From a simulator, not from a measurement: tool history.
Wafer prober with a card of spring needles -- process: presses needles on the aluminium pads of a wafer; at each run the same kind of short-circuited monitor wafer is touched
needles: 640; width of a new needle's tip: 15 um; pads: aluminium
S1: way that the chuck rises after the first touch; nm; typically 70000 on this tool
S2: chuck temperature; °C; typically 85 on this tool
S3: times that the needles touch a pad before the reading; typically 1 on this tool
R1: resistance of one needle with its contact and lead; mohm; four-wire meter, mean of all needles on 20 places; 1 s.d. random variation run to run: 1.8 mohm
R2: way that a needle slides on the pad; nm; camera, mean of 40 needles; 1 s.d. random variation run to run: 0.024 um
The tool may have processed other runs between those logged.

run   hour     S1  S2  S3   R1     R2
  1    0.0  70000  85   1  187  12050
  2   11.7  70000  85   1  190  12100
      15.4  -- tips cleaned on abrasive film
  3   22.8  70000  85   1  190  12020
  4   36.9  70000  85   1  188  12080
      46.2  -- tips cleaned on abrasive film
  5   47.2  74000  85   1  186  12810
  6   58.5  74000  85   1  187  12770
  7   64.9  70000  85   1  190  12070
      76.9  -- tips cleaned on abrasive film
  8   80.5  70000  30   2  174  12080
  9   92.6  71000  58   3  183  12260
 10  103.1  80000  58   1  182  13800
     107.3  -- tips cleaned on abrasive film
 11  115.0  80000  58   1  179  13810
 12  126.6  70000  29   1  178  12080
 13  133.9  70000  29   1  174  12040

Forecast each of these 4 alternatives for the next run:
     138.3  -- tips cleaned on abrasive film
  A  148.6  52000  85   1   ?   ?
     138.3  -- tips cleaned on abrasive film
  B  148.6  70000  44   1   ?   ?
     138.3  -- tips cleaned on abrasive film
  C  148.6  70000  62   2   ?   ?
     138.3  -- tips cleaned on abrasive film
  D  148.6  65000  58   2   ?   ?

run   R1     R2
  A  192   8950
  B  180  12080
  C  180  12080
  D  180  11260
With the hidden condition removed and each run's random variation left untouched, the same runs would have given:
run   R1     R2
  A  192   8950
  B  179  12080
  C  180  12080
  D  180  11260
